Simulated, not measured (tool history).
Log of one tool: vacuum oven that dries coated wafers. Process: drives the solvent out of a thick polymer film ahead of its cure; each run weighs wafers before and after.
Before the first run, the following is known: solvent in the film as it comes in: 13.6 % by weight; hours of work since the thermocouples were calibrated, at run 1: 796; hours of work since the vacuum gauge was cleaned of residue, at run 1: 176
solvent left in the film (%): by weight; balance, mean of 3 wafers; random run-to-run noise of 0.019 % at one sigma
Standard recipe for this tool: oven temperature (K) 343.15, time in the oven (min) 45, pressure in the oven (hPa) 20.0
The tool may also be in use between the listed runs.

run     day  oven temperature (K)  time in the oven (min)  pressure in the oven (hPa)  hours of work since the thermocouples were calibrated  hours of work since the vacuum gauge was cleaned of residue  solvent left in the film (%)
  1   0.000                343.15                      45                        20.0                                                    796                                                          176                          1.96
  2   0.417                343.15                      45                        20.0                                                    803                                                          183                          1.95
  3   1.267                343.15                      45                        20.0                                                    815                                                          195                          1.94
  4   2.021                343.15                      65                        20.0                                                    826                                                          206                          1.52
  5   2.783                343.15                      65                        20.0                                                    838                                                          218                          1.54
  6   3.488                343.15                      68                        20.0                                                    848                                                          228                          1.52
  7   4.333                343.15                      45                        20.0                                                    861                                                          241                          2.00
  8   5.133                343.15                      45                        20.0                                                    873                                                          253                          2.01
  9   5.725                343.15                      45                        20.0                                                    881                                                          261                          1.99
 10   6.212                343.15                      45                        20.0                                                    889                                                          269                          2.00
 11   6.692                343.15                      45                        20.0                                                    896                                                          276                          2.03
 12   7.421                343.15                      36                        20.0                                                    907                                                          287                          2.48
 13   8.242                343.15                      36                        20.0                                                    919                                                          299                          2.46
 14   8.858                343.15                      70                        20.0                                                    928                                                          308                          1.50
 15   9.417                343.15                      46                        20.0                                                    936                                                          316                          1.97
 16   9.812                354.15                      71                        18.5                                                    942                                                          322                          0.82
 17  10.517                354.15                      71                        18.5                                                    953                                                          333                          0.84
 18  11.179                354.15                      71                        18.5                                                    962                                                          342                          0.82
 19  11.708                349.15                      80                        28.2                                                    970                                                          350                          1.55
 20  12.442                332.15                      64                        33.3                                                    981                                                          361                          4.57

What does the tool deliver on the next run?
 21  13.071                332.15                      64                        33.3                                                    990                                                          370                             ?

solvent left in the film (%): 4.54
Take away the tool's hidden state, keep the run-to-run variation as it was, and the same run would have given solvent left in the film (%) 4.13.
